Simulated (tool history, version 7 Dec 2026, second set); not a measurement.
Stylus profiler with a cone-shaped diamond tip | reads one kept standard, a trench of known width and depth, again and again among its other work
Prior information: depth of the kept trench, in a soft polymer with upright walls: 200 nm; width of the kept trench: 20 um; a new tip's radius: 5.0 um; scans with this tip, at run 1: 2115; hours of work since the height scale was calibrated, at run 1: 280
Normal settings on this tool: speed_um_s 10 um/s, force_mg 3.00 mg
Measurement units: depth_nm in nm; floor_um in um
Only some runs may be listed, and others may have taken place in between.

run	hour	speed_um_s	force_mg	scans with this tip	hours of work since the height scale was calibrated	depth_nm	floor_um
1	0.0	10	3.00	2115	280	201.73	17.08
2	13.2	10	3.00	2184	289	201.76	17.02
3	33.3	10	3.00	2290	303	201.76	17.04
4	59.0	10	3.00	2425	321	201.73	17.01
5	73.2	10	3.00	2500	331	201.67	17.02
6	99.8	4	3.00	2640	349	201.68	17.02
7	123.2	10	3.00	2763	366	201.68	16.97
8	136.7	10	3.00	2834	375	201.59	16.97
9	163.1	10	3.00	2973	393	201.57	16.96
10	186.4	10	3.00	3096	410	201.56	16.97
11	210.0	10	3.00	3220	426	201.59	16.95
12	223.6	10	3.00	3291	436	201.49	16.93
13	249.7	10	3.00	3429	454	201.58	16.94
14	261.9	10	5.95	3493	462	202.72	16.95
# hour 264.8: height scale calibrated on a step standard
15	281.0	4	5.54	3591	11	202.33	16.90
16	304.8	4	1.37	3716	28	200.46	16.92

Run 17 comes next. What will it give?
17	324.7	4	1.37	3820	42	?	?

Run 17 came out at depth_nm 200.48 nm, floor_um 16.91 um.
With no hidden state in the tool, this same run would have given depth_nm 201.20 nm, floor_um 17.18 um.
